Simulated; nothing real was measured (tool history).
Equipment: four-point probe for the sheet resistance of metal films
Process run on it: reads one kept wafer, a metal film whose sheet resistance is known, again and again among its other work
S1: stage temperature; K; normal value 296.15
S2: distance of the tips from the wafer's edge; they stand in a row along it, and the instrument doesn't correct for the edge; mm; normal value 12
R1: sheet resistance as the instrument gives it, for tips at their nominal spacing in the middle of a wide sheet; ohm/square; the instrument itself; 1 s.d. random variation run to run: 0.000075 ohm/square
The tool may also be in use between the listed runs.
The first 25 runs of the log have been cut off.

| run | hour | S1 | S2 | R1 |
|---|---|---|---|---|
| 26 | 1785.2 | 295.15 | 31 | 0.374931 |
| 27 | 1842.1 | 292.15 | 20 | 0.375691 |
| 28 | 1902 | 292.15 | 43 | 0.37517 |
| 29 | 1960.5 | 294.15 | 3 | 0.407376 |
| 30 | 2006.8 | 297.15 | 71 | 0.374458 |
| 31 | 2067.7 | 298.15 | 45 | 0.374475 |
| 32 | 2158.3 | 295.15 | 25 | 0.375104 |
| 33 | 2219.8 | 295.15 | 25 | 0.375062 |
| 34 | 2278.7 | 295.15 | 25 | 0.375039 |
| 35 | 2367.2 | 295.15 | 25 | 0.375038 |
| 36 | 2436.7 | 301.15 | 6 | 0.382683 |
| 37 | 2496 | 301.15 | 5 | 0.386377 |
| 38 | 2574.5 | 301.15 | 5 | 0.386437 |
| 39 | 2654 | 297.15 | 3 | 0.407051 |
| 40 | 2726.4 | 304.15 | 31 | 0.373829 |
| 41 | 2822.3 | 304.15 | 31 | 0.373912 |
| 42 | 2888.1 | 304.15 | 10 | 0.376666 |
| 43 | 2966.7 | 295.15 | 6 | 0.383372 |
| 44 | 3026.7 | 295.15 | 6 | 0.383332 |
| 45 | 3068.9 | 302.15 | 4 | 0.392857 |

Branching from run 45: 4 alternative next runs. What would each branch give?
| A | 3127.1 | 293.15 | 8 | ? |
| B | 3127.1 | 303.15 | 9 | ? |
| C | 3127.1 | 307.15 | 14 | ? |
| D | 3127.1 | 296.15 | 5 | ? |

| run | R1 |
|---|---|
| A | 0.379776 |
| B | 0.377769 |
| C | 0.374751 |
| D | 0.386961 |
Without the tool's hidden state the same runs would have given:
| run | R1 |
|---|---|
| A | 0.379838 |
| B | 0.377831 |
| C | 0.374813 |
| D | 0.387024 |
